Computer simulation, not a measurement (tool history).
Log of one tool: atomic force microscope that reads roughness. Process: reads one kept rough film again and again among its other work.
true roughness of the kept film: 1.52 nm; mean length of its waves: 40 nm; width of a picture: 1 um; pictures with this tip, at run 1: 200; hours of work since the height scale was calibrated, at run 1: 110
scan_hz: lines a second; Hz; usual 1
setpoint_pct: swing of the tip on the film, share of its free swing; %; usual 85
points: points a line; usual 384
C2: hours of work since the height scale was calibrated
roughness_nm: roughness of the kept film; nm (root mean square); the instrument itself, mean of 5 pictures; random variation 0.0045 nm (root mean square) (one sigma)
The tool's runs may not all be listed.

run 1 hour=0 | scan_hz=1 setpoint_pct=85 points=384 | pictures_with_this_tip=200 C2=110 | roughness_nm=1.272
run 2 hour=9.5 | scan_hz=1 setpoint_pct=85 points=384 | pictures_with_this_tip=208 C2=115 | roughness_nm=1.276
run 3 hour=16.2 | scan_hz=1 setpoint_pct=85 points=384 | pictures_with_this_tip=214 C2=119 | roughness_nm=1.257
run 4 hour=21.6 | scan_hz=1 setpoint_pct=65 points=384 | pictures_with_this_tip=218 C2=121 | roughness_nm=1.37
run 5 hour=30.2 | scan_hz=1 setpoint_pct=65 points=384 | pictures_with_this_tip=225 C2=126 | roughness_nm=1.362
run 6 hour=38 | scan_hz=1 setpoint_pct=85 points=384 | pictures_with_this_tip=232 C2=130 | roughness_nm=1.264
run 7 hour=47.3 | scan_hz=1 setpoint_pct=85 points=384 | pictures_with_this_tip=240 C2=135 | roughness_nm=1.253
run 8 hour=59 | scan_hz=1 setpoint_pct=85 points=384 | pictures_with_this_tip=250 C2=141 | roughness_nm=1.255
run 9 hour=68.3 | scan_hz=1 setpoint_pct=85 points=384 | pictures_with_this_tip=258 C2=146 | roughness_nm=1.257
run 10 hour=79.6 | scan_hz=1 setpoint_pct=85 points=393 | pictures_with_this_tip=267 C2=153 | roughness_nm=1.263
run 11 hour=88.1 | scan_hz=1 setpoint_pct=85 points=393 | pictures_with_this_tip=274 C2=157 | roughness_nm=1.255
run 12 hour=94.2 | scan_hz=1.38 setpoint_pct=85 points=384 | pictures_with_this_tip=279 C2=160 | roughness_nm=1.2
run 13 hour=102.3 | scan_hz=1.38 setpoint_pct=85 points=384 | pictures_with_this_tip=286 C2=165 | roughness_nm=1.2
-- hour=110.7 new tip fitted
run 14 hour=110.7 | scan_hz=3.97 setpoint_pct=85 points=410 | pictures_with_this_tip=0 C2=169 | roughness_nm=1
run 15 hour=116.4 | scan_hz=3.97 setpoint_pct=85 points=410 | pictures_with_this_tip=5 C2=172 | roughness_nm=1
run 16 hour=128.2 | scan_hz=0.59 setpoint_pct=70 points=968 | pictures_with_this_tip=14 C2=178 | roughness_nm=1.441
run 17 hour=137.7 | scan_hz=0.59 setpoint_pct=70 points=968 | pictures_with_this_tip=22 C2=183 | roughness_nm=1.435
run 18 hour=147 | scan_hz=0.59 setpoint_pct=70 points=968 | pictures_with_this_tip=30 C2=188 | roughness_nm=1.436
run 19 hour=157.3 | scan_hz=1.3 setpoint_pct=56 points=302 | pictures_with_this_tip=39 C2=194 | roughness_nm=1.426
run 20 hour=168.7 | scan_hz=1 setpoint_pct=85 points=476 | pictures_with_this_tip=48 C2=200 | roughness_nm=1.312
run 21 hour=180.9 | scan_hz=1 setpoint_pct=85 points=476 | pictures_with_this_tip=59 C2=207 | roughness_nm=1.309
run 22 hour=191.7 | scan_hz=1 setpoint_pct=64 points=396 | pictures_with_this_tip=68 C2=212 | roughness_nm=1.413
run 23 hour=197.8 | scan_hz=0.52 setpoint_pct=85 points=384 | pictures_with_this_tip=73 C2=216 | roughness_nm=1.374
run 24 hour=208.9 | scan_hz=2.45 setpoint_pct=60 points=384 | pictures_with_this_tip=82 C2=222 | roughness_nm=1.352

Hidden state or all else? Some run-to-run changes of roughness_nm, split into what the settings, what came in and random variation would give without the hidden state, and what is left for the hidden state (with any gauge scatter that isn't in both results):
The hidden state here: radius of the tip, nm; height scale over the true one, %; drift of the gauge itself on roughness_nm, %.
Run 3 -> 4: setpoint_pct 85 -> 65. roughness_nm +0.113 nm (root mean square): hidden state -0.007, all else +0.12.
Run 13 -> 14: scan_hz 1.38 -> 3.97, points 384 -> 410, new tip fitted. roughness_nm -0.2 nm (root mean square): hidden state +0.073, all else -0.273.
Run 15 -> 16: scan_hz 3.97 -> 0.59, setpoint_pct 85 -> 70, points 410 -> 968. roughness_nm +0.441 nm (root mean square): hidden state -0.003, all else +0.444.
